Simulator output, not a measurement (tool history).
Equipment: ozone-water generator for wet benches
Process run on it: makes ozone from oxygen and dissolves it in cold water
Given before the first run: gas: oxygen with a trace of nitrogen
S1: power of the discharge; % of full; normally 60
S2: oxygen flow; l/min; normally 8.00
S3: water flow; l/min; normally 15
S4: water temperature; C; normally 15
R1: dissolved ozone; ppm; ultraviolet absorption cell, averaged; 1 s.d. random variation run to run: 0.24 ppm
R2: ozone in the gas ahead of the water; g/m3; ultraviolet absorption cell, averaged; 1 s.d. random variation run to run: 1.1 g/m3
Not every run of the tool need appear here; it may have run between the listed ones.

run 1 hour=0.0 | S1=60 S2=8.00 S3=15 S4=15 | R1=34.3 R2=203.9
run 2 hour=34.3 | S1=60 S2=8.00 S3=15 S4=15 | R1=34.3 R2=201.0
run 3 hour=49.4 | S1=60 S2=8.00 S3=15 S4=15 | R1=33.9 R2=202.2
run 4 hour=64.9 | S1=60 S2=4.28 S3=15 S4=15 | R1=38.2 R2=302.7
run 5 hour=84.6 | S1=60 S2=8.00 S3=15 S4=15 | R1=34.1 R2=202.0
run 6 hour=105.3 | S1=60 S2=8.00 S3=15 S4=15 | R1=34.0 R2=200.7
run 7 hour=126.0 | S1=60 S2=8.00 S3=15 S4=22 | R1=29.6 R2=200.0
run 8 hour=140.9 | S1=60 S2=8.00 S3=15 S4=16 | R1=33.5 R2=201.6
run 9 hour=172.8 | S1=60 S2=8.00 S3=15 S4=16 | R1=33.7 R2=202.1
run 10 hour=198.8 | S1=60 S2=8.00 S3=15 S4=15 | R1=33.9 R2=200.0
run 11 hour=219.7 | S1=60 S2=8.00 S3=15 S4=15 | R1=33.8 R2=199.4
run 12 hour=245.9 | S1=60 S2=8.00 S3=15 S4=12 | R1=36.2 R2=199.9
run 13 hour=267.5 | S1=60 S2=4.82 S3=15 S4=12 | R1=39.2 R2=281.8
run 14 hour=294.6 | S1=60 S2=5.65 S3=23 S4=12 | R1=28.6 R2=251.8
run 15 hour=321.1 | S1=60 S2=5.65 S3=23 S4=12 | R1=28.8 R2=251.7
run 16 hour=338.3 | S1=60 S2=5.65 S3=23 S4=12 | R1=28.3 R2=251.5
run 17 hour=368.6 | S1=59 S2=8.00 S3=12 S4=15 | R1=37.5 R2=196.2
run 18 hour=393.2 | S1=60 S2=8.00 S3=16 S4=7 | R1=37.9 R2=200.2
run 19 hour=423.9 | S1=60 S2=8.00 S3=16 S4=7 | R1=37.7 R2=199.4
run 20 hour=447.4 | S1=71 S2=12.57 S3=17 S4=9 | R1=36.5 R2=173.5
run 21 hour=469.4 | S1=41 S2=8.00 S3=17 S4=8 | R1=25.5 R2=142.9
run 22 hour=493.4 | S1=41 S2=8.00 S3=17 S4=8 | R1=25.6 R2=143.4
run 23 hour=522.5 | S1=63 S2=8.00 S3=17 S4=19 | R1=30.2 R2=207.9

Predict each of these 4 candidate next runs independently; none follows another, all start after run 23:
run A hour=538.1 | S1=43 S2=8.00 S3=15 S4=10 | R1=? R2=?
run B hour=538.1 | S1=60 S2=8.00 S3=20 S4=22 | R1=? R2=?
run C hour=538.1 | S1=60 S2=9.36 S3=24 S4=13 | R1=? R2=?
run D hour=538.1 | S1=60 S2=8.00 S3=15 S4=18 | R1=? R2=?

run=A R1=27.5 R2=148.8
run=B R1=25.3 R2=200.0
run=C R1=25.6 R2=179.4
run=D R1=31.6 R2=202.5
Had the tool no hidden state, the same runs would have come out as:
run=A R1=29.2 R2=151.5
run=B R1=27.2 R2=205.6
run=C R1=27.6 R2=184.4
run=D R1=33.9 R2=208.2

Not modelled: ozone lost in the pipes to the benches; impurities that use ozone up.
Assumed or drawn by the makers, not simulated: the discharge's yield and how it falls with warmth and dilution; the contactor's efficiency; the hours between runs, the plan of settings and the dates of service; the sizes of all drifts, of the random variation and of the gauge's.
